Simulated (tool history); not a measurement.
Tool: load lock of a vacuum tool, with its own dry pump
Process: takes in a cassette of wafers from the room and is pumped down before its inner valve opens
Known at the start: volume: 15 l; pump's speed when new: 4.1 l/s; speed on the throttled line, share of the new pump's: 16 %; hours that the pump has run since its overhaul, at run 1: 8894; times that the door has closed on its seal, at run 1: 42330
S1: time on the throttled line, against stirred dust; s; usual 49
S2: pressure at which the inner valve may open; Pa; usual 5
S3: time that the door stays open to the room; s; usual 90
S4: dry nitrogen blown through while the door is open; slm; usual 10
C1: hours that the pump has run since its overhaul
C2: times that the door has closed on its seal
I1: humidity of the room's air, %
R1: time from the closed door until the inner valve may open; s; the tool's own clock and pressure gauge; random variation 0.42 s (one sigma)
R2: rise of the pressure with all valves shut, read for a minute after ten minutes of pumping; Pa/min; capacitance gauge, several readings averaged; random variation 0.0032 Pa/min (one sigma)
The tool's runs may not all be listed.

run	day	S1	S2	S3	S4	C1	C2	I1	R1	R2
1	0	49	5	90	10	8894	42330	43.3	80.5	0.279
# day 12.392: door's seal changed, seat wiped
2	13.221	49	5	90	10	9210	42	43.3	80.5	0.101
3	27.071	49	5	90	10	9542	750	44.6	80.1	0.11
4	38.346	49	6	90	10	9813	1326	45.5	79.8	0.115
5	55.408	49	6	90	10	10222	2198	43.2	80.1	0.114
6	66.479	49	6	90	10	10488	2764	44.6	79	0.118
7	75.588	91	9	198	9	10706	3229	44	112.5	0.149
8	84.833	91	9	198	9	10928	3702	42.7	112	0.145
9	94.471	33	9	70	10	11159	4194	44.3	65.1	0.11
10	111.067	33	9	42	9	11558	5042	45.8	65.8	0.092
11	121.396	49	5	90	5	11806	5570	44.5	82.2	0.132
12	132.504	49	5	90	5	12072	6138	47	82	0.137

Measured less the same run without the tool's hidden state. The same run-to-run variation is in both; the gauge's scatter may not be:
The hidden state here: pump's speed, % of a new pump's; leak at the door's seal, Pa l/s; drift of the gauge itself on ready_s, %; drift of the gauge itself on rise_pa_min, %.
run	R1	R2
1	+2.8	+0.167
2	+2.9	+0
3	+2.9	+0.002
4	+2.9	+0.003
5	+3	+0.004
6	+3.1	+0.005
7	+2.2	+0.005
8	+2.2	+0.006
9	+3.4	+0.007
10	+3.5	+0.008
11	+3.7	+0.01
12	+3.8	+0.011

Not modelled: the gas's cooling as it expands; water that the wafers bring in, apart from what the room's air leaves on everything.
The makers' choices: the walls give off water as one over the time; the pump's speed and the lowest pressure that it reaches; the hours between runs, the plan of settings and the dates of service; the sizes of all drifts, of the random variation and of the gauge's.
